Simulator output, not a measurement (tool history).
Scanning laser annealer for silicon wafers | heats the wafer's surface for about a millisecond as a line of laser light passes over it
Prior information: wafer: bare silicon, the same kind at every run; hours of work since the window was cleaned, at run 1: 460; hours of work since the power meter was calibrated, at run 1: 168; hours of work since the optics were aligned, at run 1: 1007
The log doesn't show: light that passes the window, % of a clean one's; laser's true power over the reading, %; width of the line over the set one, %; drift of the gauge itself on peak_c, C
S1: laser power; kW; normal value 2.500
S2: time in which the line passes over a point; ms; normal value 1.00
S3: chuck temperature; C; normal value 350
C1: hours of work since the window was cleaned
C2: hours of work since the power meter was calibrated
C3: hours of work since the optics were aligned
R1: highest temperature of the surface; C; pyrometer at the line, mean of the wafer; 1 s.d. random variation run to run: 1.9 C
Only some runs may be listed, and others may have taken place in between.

run 1 hour=0.0 | S1=2.500 S2=1.00 S3=350 | C1=460 C2=168 C3=1007 | R1=1053
run 2 hour=11.5 | S1=2.500 S2=1.00 S3=350 | C1=465 C2=173 C3=1012 | R1=1052
run 3 hour=18.6 | S1=2.500 S2=1.00 S3=350 | C1=468 C2=176 C3=1015 | R1=1052
run 4 hour=32.2 | S1=2.500 S2=1.00 S3=350 | C1=474 C2=182 C3=1021 | R1=1051
run 5 hour=44.2 | S1=2.500 S2=1.00 S3=350 | C1=479 C2=187 C3=1026 | R1=1050
run 6 hour=51.1 | S1=2.500 S2=1.00 S3=350 | C1=482 C2=190 C3=1029 | R1=1053
run 7 hour=61.4 | S1=2.500 S2=1.00 S3=350 | C1=486 C2=194 C3=1033 | R1=1051
run 8 hour=67.9 | S1=2.500 S2=1.00 S3=350 | C1=489 C2=197 C3=1036 | R1=1053
run 9 hour=77.5 | S1=2.500 S2=1.00 S3=350 | C1=493 C2=201 C3=1040 | R1=1053
run 10 hour=86.4 | S1=2.500 S2=1.00 S3=350 | C1=497 C2=205 C3=1044 | R1=1050
run 11 hour=93.2 | S1=2.500 S2=1.00 S3=350 | C1=500 C2=208 C3=1047 | R1=1049
run 12 hour=103.2 | S1=2.591 S2=1.00 S3=350 | C1=504 C2=212 C3=1051 | R1=1081
run 13 hour=113.4 | S1=2.591 S2=1.00 S3=350 | C1=508 C2=217 C3=1056 | R1=1078
run 14 hour=124.5 | S1=2.500 S2=1.18 S3=350 | C1=513 C2=221 C3=1060 | R1=1104
run 15 hour=137.8 | S1=2.500 S2=0.87 S3=328 | C1=519 C2=227 C3=1066 | R1=986
-- hour=141.7 laser's power meter calibrated
run 16 hour=146.9 | S1=2.500 S2=0.87 S3=328 | C1=521 C2=2 C3=1069 | R1=984
run 17 hour=156.3 | S1=2.500 S2=0.87 S3=328 | C1=525 C2=6 C3=1073 | R1=983
run 18 hour=165.3 | S1=2.500 S2=0.87 S3=328 | C1=529 C2=10 C3=1076 | R1=982
-- hour=179.0 laser's power meter calibrated, once more
run 19 hour=180.1 | S1=2.326 S2=1.00 S3=350 | C1=534 C2=0 C3=1081 | R1=987
run 20 hour=189.3 | S1=2.146 S2=0.73 S3=311 | C1=538 C2=4 C3=1085 | R1=817
run 21 hour=195.2 | S1=2.500 S2=0.79 S3=372 | C1=541 C2=7 C3=1088 | R1=1000
run 22 hour=201.1 | S1=2.730 S2=1.00 S3=350 | C1=543 C2=9 C3=1090 | R1=1123
run 23 hour=215.2 | S1=2.730 S2=1.00 S3=350 | C1=549 C2=15 C3=1096 | R1=1119
run 24 hour=225.8 | S1=2.623 S2=1.00 S3=323 | C1=554 C2=20 C3=1101 | R1=1057
run 25 hour=233.1 | S1=2.500 S2=0.85 S3=344 | C1=557 C2=23 C3=1104 | R1=988
run 26 hour=242.6 | S1=2.500 S2=1.00 S3=328 | C1=561 C2=27 C3=1108 | R1=1021

What if the next run were any one of these 3? Each begins from the tool's condition after run 26:
run A hour=251.7 | S1=2.194 S2=1.02 S3=343 | C1=565 C2=31 C3=1112 | R1=?
run B hour=251.7 | S1=2.500 S2=1.14 S3=326 | C1=565 C2=31 C3=1112 | R1=?
run C hour=251.7 | S1=2.538 S2=1.00 S3=315 | C1=565 C2=31 C3=1112 | R1=?

run=A R1=941
run=B R1=1061
run=C R1=1022
With the hidden condition removed and each run's random variation left untouched, the same runs would have given:
run=A R1=1000
run=B R1=1132
run=C R1=1091

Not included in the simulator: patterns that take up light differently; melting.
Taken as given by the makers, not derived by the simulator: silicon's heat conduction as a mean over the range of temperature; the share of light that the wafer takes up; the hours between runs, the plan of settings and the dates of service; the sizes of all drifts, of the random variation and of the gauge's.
